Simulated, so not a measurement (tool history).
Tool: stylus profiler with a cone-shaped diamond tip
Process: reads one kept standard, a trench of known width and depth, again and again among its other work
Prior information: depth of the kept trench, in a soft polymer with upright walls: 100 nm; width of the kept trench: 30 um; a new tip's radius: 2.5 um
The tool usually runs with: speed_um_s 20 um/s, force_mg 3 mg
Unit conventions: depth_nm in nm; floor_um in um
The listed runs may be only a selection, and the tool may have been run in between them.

run	day	speed_um_s	force_mg	depth_nm	floor_um
1	0	20	3	101.71	28.27
2	0.746	20	3	101.7	28.27
3	1.133	27	3	101.68	28.24
4	1.917	27	3	101.74	28.29
5	2.558	56	3	101.75	28.16
6	2.908	20	3	101.71	28.22
7	3.429	20	5.24	102.49	28.28
8	3.829	56	5.24	102.62	28.22
9	4.512	56	1.79	101.16	28.12
10	5.196	56	1.79	101.02	28.1
11	5.683	56	2	101.32	28.13
12	6.117	56	2.79	101.65	28.15
13	6.567	56	1.23	100.84	28.12
14	7.092	56	1.23	100.88	28.03
15	7.733	56	1.23	100.77	28.03
16	8.258	56	1.28	100.84	28.07
17	8.804	56	1.28	100.93	28.04
18	9.212	56	1.28	100.86	28.04
19	9.675	6	3	101.61	28.26
20	10.346	6	3	101.6	28.26
21	10.792	6	1.67	101.22	28.21
# day 10.854: height scale calibrated on a step standard
22	11.467	6	1.67	101	28.26
23	12.142	6	1.67	100.9	28.24
# day 12.229: height scale calibrated on a step standard, once more
24	12.642	6	1.67	101.45	28.22
25	13.233	47	2.06	101.38	28.06
26	13.908	47	3.65	102.13	28.15
27	14.346	47	3.65	102.11	28.12
28	14.979	56	3.98	102.16	28.11
29	15.367	73	7.41	103.34	28.13
30	16.117	11	1.95	101.22	28.17
31	16.621	8	2.19	101.4	28.22
32	17.396	19	5.15	102.53	28.2
33	18.2	74	6.89	103.04	28.14
34	18.904	17	2.51	101.79	28.16
35	19.446	9	7.65	103.45	28.2
36	20.175	11	3	101.75	28.21
37	20.692	55	2.14	101.34	28.1
38	21.454	55	2.14	101.54	28.07
39	22.183	9	4.99	102.78	28.22
40	22.979	6	2.45	101.74	28.12
41	23.475	6	2.45	101.48	28.16
42	24.275	5	3	101.84	28.13
43	24.975	37	4.51	102.38	28.12
44	25.467	36	2.01	101.33	28.05
45	26.171	36	2.01	101.43	28.04
46	26.971	36	2.01	101.35	28.04

Predict each of these 3 candidate next runs independently; none follows another, all start after run 46:
A	27.704	40	3	?	?
B	27.704	6	8.16	?	?
C	27.704	16	4.49	?	?

run	depth_nm	floor_um
A	101.84	28.05
B	103.54	28.16
C	102.12	28.12
The same runs, with their run-to-run variation unchanged, on a tool lacking any hidden condition would have given:
run	depth_nm	floor_um
A	101.92	28.48
B	103.63	28.59
C	102.21	28.55

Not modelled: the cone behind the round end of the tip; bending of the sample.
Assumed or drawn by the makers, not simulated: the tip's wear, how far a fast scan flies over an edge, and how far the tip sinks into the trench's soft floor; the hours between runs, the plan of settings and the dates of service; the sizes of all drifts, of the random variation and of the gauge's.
